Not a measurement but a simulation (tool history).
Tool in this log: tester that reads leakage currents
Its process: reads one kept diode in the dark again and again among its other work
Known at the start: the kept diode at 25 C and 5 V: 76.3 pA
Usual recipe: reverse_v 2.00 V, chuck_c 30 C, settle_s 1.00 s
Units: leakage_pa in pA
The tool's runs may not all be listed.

Run 1, hour 0.0: usual settings. Result: leakage_pa 70.62 pA.
Run 2, hour 61.6: usual settings. Result: leakage_pa 70.93 pA.
Run 3, hour 121.9: usual settings. Result: leakage_pa 71.35 pA.
Run 4, hour 177.1: usual settings but chuck_c 27 C. Result: leakage_pa 58.02 pA.
Run 5, hour 229.8: usual settings but chuck_c 27 C. Result: leakage_pa 58.89 pA.
Run 6, hour 275.6: usual settings but chuck_c 27 C. Result: leakage_pa 58.79 pA.
At hour 280.7: chuck's temperature calibrated.
At hour 321.5: probe card cleaned and baked.
Run 7, hour 321.5: usual settings but reverse_v 1.45 V. Result: leakage_pa 58.18 pA.
Run 8, hour 355.8: usual settings but reverse_v 1.35 V, chuck_c 43 C, settle_s 0.39 s. Result: leakage_pa 140.64 pA.
At hour 393.0: chuck's temperature calibrated, once more.
Run 9, hour 397.1: usual settings but reverse_v 6.39 V, chuck_c 33 C, settle_s 6.56 s. Result: leakage_pa 160.19 pA.
Run 10, hour 427.7: usual settings but reverse_v 1.16 V, chuck_c 29 C, settle_s 3.38 s. Result: leakage_pa 43.76 pA.
Run 11, hour 476.6: usual settings but reverse_v 1.16 V, chuck_c 29 C, settle_s 3.38 s. Result: leakage_pa 44.17 pA.
Run 12, hour 508.5: usual settings but reverse_v 2.74 V. Result: leakage_pa 80.14 pA.
Run 13, hour 545.2: usual settings but reverse_v 18.08 V, chuck_c 20 C. Result: leakage_pa 122.06 pA.

Run by run, hidden condition taken away, random variation retained:
Hidden state present: stray current of the dirty probe card, pA a volt; current scale over the true one, %; true chuck temperature over the reading, C; drift of the gauge itself on leakage_pa, %.
run  leakage_pa
  1       65.64
  2       65.50
  3       65.44
  4       52.15
  5       52.57
  6       52.17
  7       54.03
  8      130.90
  9      160.51
 10       43.74
 11       43.92
 12       79.24
 13      116.82
